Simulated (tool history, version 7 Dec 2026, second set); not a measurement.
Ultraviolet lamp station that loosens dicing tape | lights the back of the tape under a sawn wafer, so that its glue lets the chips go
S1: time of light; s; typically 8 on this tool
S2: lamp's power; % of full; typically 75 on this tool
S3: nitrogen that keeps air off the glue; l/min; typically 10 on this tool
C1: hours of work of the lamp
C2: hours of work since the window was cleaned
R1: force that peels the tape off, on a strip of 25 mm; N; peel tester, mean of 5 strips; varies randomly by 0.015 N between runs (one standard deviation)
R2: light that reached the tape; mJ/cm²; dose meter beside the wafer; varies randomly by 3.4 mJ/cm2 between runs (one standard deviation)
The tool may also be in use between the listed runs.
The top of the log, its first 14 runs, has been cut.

run   hour  S1  S2  S3   C1   C2     R1   R2
 15    303   8  75   6  448  556  0.955  547
 16  320.6   8  75   6  458  566  0.919  554
 17  348.4   8  75   6  473  581  0.942  544
 18  376.4   8  75   6  488  596  0.911  546
 19  403.6   8  75   6  503  611  0.898  547
 20  416.3   5  73   4  510  618  2.696  329
     429.1  -- window cleaned of glue's vapour
 21  435.9  12  77  18  520    4  0.188  839
 22  452.1   8  64  18  529   13  0.794  467
 23  470.5   8  69   9  539   23  0.919  492
 24  487.1   8  69   9  548   32  0.933  503
 25  510.5  13  62   9  561   44  0.341  729
 26  527.5   5  78  14  570   54  1.541  355
 27  547.3   8  75  14  581   64  0.589  544
 28  562.1   8  75  14  589   72  0.627  542
 29  577.6   8  75  14  598   81  0.584  551
 30  604.4   6  75  17  612   96  1.161  413
 31  623.5   6  65   7  623  106  1.979  350
 32  638.5   6  65   7  631  114  1.942  354
 33  662.9   6  65   7  644  127  1.952  355

Run 34 comes next. What will it give?
 34  678.7   5  74   3  653  136   ?   ?

R1: 2.893 N
R2: 336 mJ/cm²
With no hidden state in the tool, this same run would have given R1 2.89 N, R2 336 mJ/cm².
